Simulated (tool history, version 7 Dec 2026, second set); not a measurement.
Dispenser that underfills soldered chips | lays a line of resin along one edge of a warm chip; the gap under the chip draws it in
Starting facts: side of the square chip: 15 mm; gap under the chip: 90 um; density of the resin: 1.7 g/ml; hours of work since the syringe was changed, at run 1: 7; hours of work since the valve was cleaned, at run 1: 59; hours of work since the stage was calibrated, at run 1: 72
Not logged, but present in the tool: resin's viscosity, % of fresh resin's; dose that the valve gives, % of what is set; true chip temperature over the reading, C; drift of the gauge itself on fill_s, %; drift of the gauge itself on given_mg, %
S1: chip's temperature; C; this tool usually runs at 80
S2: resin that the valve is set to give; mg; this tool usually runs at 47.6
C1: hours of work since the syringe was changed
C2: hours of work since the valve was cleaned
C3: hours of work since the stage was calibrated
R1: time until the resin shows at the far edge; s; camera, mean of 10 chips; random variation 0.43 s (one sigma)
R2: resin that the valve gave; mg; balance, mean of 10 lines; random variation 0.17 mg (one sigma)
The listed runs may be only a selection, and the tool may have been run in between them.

run 1 hour=0 | S1=80 S2=47.6 | C1=7 C2=59 C3=72 | R1=53.7 R2=45.39
-- hour=3.4 new syringe of resin
run 2 hour=7.2 | S1=80 S2=47.6 | C1=2 C2=63 C3=76 | R1=38.6 R2=45.34
-- hour=17.8 new syringe of resin
run 3 hour=17.9 | S1=80 S2=61.4 | C1=0 C2=70 C3=83 | R1=30.4 R2=58.28
run 4 hour=24.5 | S1=80 S2=47.6 | C1=4 C2=74 C3=87 | R1=43.8 R2=44.77
-- hour=31.9 new syringe of resin
run 5 hour=32.2 | S1=80 S2=47.6 | C1=0 C2=79 C3=92 | R1=32.7 R2=44.71
run 6 hour=40 | S1=80 S2=47.6 | C1=5 C2=84 C3=97 | R1=47.9 R2=44.51
-- hour=46 new syringe of resin
run 7 hour=48.7 | S1=80 S2=47.6 | C1=2 C2=89 C3=102 | R1=37.2 R2=44.69
run 8 hour=55.5 | S1=80 S2=47.6 | C1=6 C2=93 C3=107 | R1=52.5 R2=44.21
-- hour=60.2 new syringe of resin
run 9 hour=66.1 | S1=80 S2=47.6 | C1=4 C2=100 C3=113 | R1=43.2 R2=44.09
run 10 hour=71.4 | S1=80 S2=47.6 | C1=7 C2=103 C3=117 | R1=55.8 R2=44.12
-- hour=74.3 new syringe of resin
run 11 hour=76.8 | S1=80 S2=47.6 | C1=2 C2=106 C3=120 | R1=36.6 R2=43.81
-- hour=81.4 dispensing valve cleaned and set on the balance
run 12 hour=88.4 | S1=80 S2=47.6 | C1=8 C2=5 C3=127 | R1=59.7 R2=47.52
-- hour=89.2 new syringe of resin
run 13 hour=93.2 | S1=80 S2=47.6 | C1=3 C2=7 C3=130 | R1=39.4 R2=47.57
run 14 hour=99 | S1=74 S2=47.6 | C1=6 C2=11 C3=133 | R1=62.5 R2=47.54
-- hour=103 new syringe of resin
run 15 hour=107.4 | S1=74 S2=47.6 | C1=3 C2=16 C3=138 | R1=49.6 R2=46.83
run 16 hour=112.8 | S1=68 S2=48.6 | C1=6 C2=20 C3=142 | R1=76.2 R2=48.25
-- hour=117 new syringe of resin
run 17 hour=120 | S1=94 S2=48.6 | C1=2 C2=24 C3=146 | R1=25.3 R2=47.92
run 18 hour=130 | S1=80 S2=49.9 | C1=8 C2=30 C3=153 | R1=59.6 R2=48.69
-- hour=130.8 new syringe of resin
run 19 hour=140.3 | S1=80 S2=51.8 | C1=6 C2=37 C3=159 | R1=49.5 R2=50.63
-- hour=144.9 new syringe of resin
run 20 hour=145.4 | S1=73 S2=48.8 | C1=0 C2=40 C3=162 | R1=41.6 R2=47.54
run 21 hour=155.4 | S1=76 S2=41 | C1=7 C2=46 C3=169 | R1=65.1 R2=39.76
-- hour=159.3 new syringe of resin
run 22 hour=163.5 | S1=84 S2=49.9 | C1=3 C2=51 C3=174 | R1=35.3 R2=48.18
run 23 hour=168.4 | S1=84 S2=49.9 | C1=6 C2=54 C3=177 | R1=44.8 R2=48.08
-- hour=173.7 new syringe of resin
run 24 hour=174.1 | S1=91 S2=51.4 | C1=0 C2=58 C3=180 | R1=23.3 R2=49.13
run 25 hour=183.9 | S1=91 S2=51.4 | C1=7 C2=64 C3=186 | R1=38.8 R2=49.23

3 options for the next run, each taken on its own from the tool as it stands now. Forecast them:
-- hour=188 new syringe of resin
run A hour=193.3 | S1=70 S2=43.1 | C1=3 C2=70 C3=192 | R1=? R2=?
-- hour=188 new syringe of resin
run B hour=193.3 | S1=91 S2=54.5 | C1=3 C2=70 C3=192 | R1=? R2=?
-- hour=188 new syringe of resin
run C hour=193.3 | S1=80 S2=41.3 | C1=3 C2=70 C3=192 | R1=? R2=?

run=A R1=59.7 R2=41.17
run=B R1=29.9 R2=51.45
run=C R1=44.7 R2=39.44
Take away the tool's hidden state, keep each run's random variation, and the runs would have read:
run=A R1=43.5 R2=43.3
run=B R1=22.2 R2=54.11
run=C R1=32.6 R2=41.47
